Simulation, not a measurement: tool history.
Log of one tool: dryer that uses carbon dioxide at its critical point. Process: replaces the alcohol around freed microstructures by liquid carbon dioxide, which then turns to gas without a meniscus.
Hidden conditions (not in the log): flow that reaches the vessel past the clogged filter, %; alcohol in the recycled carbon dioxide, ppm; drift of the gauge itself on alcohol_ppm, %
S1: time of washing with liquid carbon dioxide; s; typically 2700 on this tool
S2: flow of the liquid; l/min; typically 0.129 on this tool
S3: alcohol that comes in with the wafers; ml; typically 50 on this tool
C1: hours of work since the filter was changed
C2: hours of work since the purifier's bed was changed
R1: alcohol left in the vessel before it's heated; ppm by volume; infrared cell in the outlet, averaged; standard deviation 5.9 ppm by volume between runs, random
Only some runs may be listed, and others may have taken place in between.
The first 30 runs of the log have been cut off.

run 31 hour=214.5 | S1=1740 S2=0.170 S3=35 | C1=188 C2=208 | R1=443
run 32 hour=222.2 | S1=2460 S2=0.094 S3=50 | C1=192 C2=212 | R1=1548
run 33 hour=230.6 | S1=2460 S2=0.094 S3=50 | C1=197 C2=217 | R1=1520
run 34 hour=238.7 | S1=3240 S2=0.094 S3=51 | C1=201 C2=221 | R1=572
run 35 hour=248.3 | S1=3240 S2=0.094 S3=51 | C1=206 C2=226 | R1=573
run 36 hour=252.9 | S1=3240 S2=0.094 S3=51 | C1=208 C2=228 | R1=597
run 37 hour=259.5 | S1=3480 S2=0.077 S3=51 | C1=212 C2=232 | R1=979
run 38 hour=268.2 | S1=2220 S2=0.209 S3=44 | C1=216 C2=237 | R1=116
run 39 hour=274.0 | S1=1860 S2=0.209 S3=44 | C1=220 C2=240 | R1=189
run 40 hour=281.9 | S1=2160 S2=0.129 S3=47 | C1=224 C2=244 | R1=771
run 41 hour=288.4 | S1=2160 S2=0.129 S3=47 | C1=227 C2=247 | R1=749
run 42 hour=298.5 | S1=2160 S2=0.129 S3=47 | C1=233 C2=253 | R1=796
run 43 hour=304.6 | S1=2160 S2=0.129 S3=47 | C1=236 C2=256 | R1=779
run 44 hour=312.7 | S1=2040 S2=0.092 S3=47 | C1=240 C2=260 | R1=2802

3 ways to go on from here, each from the tool as it stands after run 44. What would each give?
run A hour=318.3 | S1=2880 S2=0.095 S3=50 | C1=243 C2=263 | R1=?
run B hour=318.3 | S1=2820 S2=0.129 S3=50 | C1=243 C2=263 | R1=?
run C hour=318.3 | S1=2040 S2=0.097 S3=47 | C1=243 C2=263 | R1=?

run=A R1=901
run=B R1=303
run=C R1=2471
Had the tool no hidden state, the same runs would have come out as:
run=A R1=668
run=B R1=173
run=C R1=2056
